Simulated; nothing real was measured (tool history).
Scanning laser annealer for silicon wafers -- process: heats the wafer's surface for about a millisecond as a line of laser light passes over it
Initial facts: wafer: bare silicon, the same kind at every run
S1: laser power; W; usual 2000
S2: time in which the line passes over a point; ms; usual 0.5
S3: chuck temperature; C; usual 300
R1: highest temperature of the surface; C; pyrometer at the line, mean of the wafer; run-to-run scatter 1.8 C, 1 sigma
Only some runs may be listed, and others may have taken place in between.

{"run": 1, "hour": 0.0, "S1": 2000, "S2": 0.5, "S3": 300, "R1": 995}
{"hour": 16.1, "done": "optics aligned, line set to its width"}
{"run": 2, "hour": 46.9, "S1": 2000, "S2": 0.5, "S3": 300, "R1": 1002}
{"run": 3, "hour": 79.6, "S1": 2000, "S2": 0.5, "S3": 282, "R1": 985}
{"run": 4, "hour": 117.1, "S1": 2000, "S2": 0.5, "S3": 300, "R1": 1002}
{"run": 5, "hour": 159.1, "S1": 2000, "S2": 0.5, "S3": 300, "R1": 1000}
{"run": 6, "hour": 186.3, "S1": 2000, "S2": 0.5, "S3": 300, "R1": 1001}
{"hour": 191.1, "done": "window over the wafer cleaned"}
{"run": 7, "hour": 231.9, "S1": 2000, "S2": 0.5, "S3": 300, "R1": 993}
{"run": 8, "hour": 266.6, "S1": 2000, "S2": 0.5, "S3": 300, "R1": 992}
{"run": 9, "hour": 297.7, "S1": 2000, "S2": 0.5, "S3": 300, "R1": 991}
{"hour": 308.4, "done": "window over the wafer cleaned, once more"}
{"run": 10, "hour": 343.3, "S1": 2000, "S2": 0.5, "S3": 300, "R1": 1009}
{"run": 11, "hour": 370.3, "S1": 2000, "S2": 0.5, "S3": 300, "R1": 1009}
{"run": 12, "hour": 406.0, "S1": 1945, "S2": 0.399, "S3": 300, "R1": 918}
{"run": 13, "hour": 443.9, "S1": 1945, "S2": 0.399, "S3": 300, "R1": 916}
{"run": 14, "hour": 477.7, "S1": 1945, "S2": 0.399, "S3": 300, "R1": 914}
{"run": 15, "hour": 512.9, "S1": 1945, "S2": 0.478, "S3": 312, "R1": 983}
{"run": 16, "hour": 550.1, "S1": 1945, "S2": 0.478, "S3": 312, "R1": 981}
{"run": 17, "hour": 575.0, "S1": 1968, "S2": 0.47, "S3": 300, "R1": 969}

What will run 18 give?
{"run": 18, "hour": 632.7, "S1": 2035, "S2": 0.447, "S3": 293, "R1": "?"}

{"run 18": {"R1": 970}}
Were there no unlogged condition in the tool, this run, its random variation unchanged, would have produced R1 975 C.
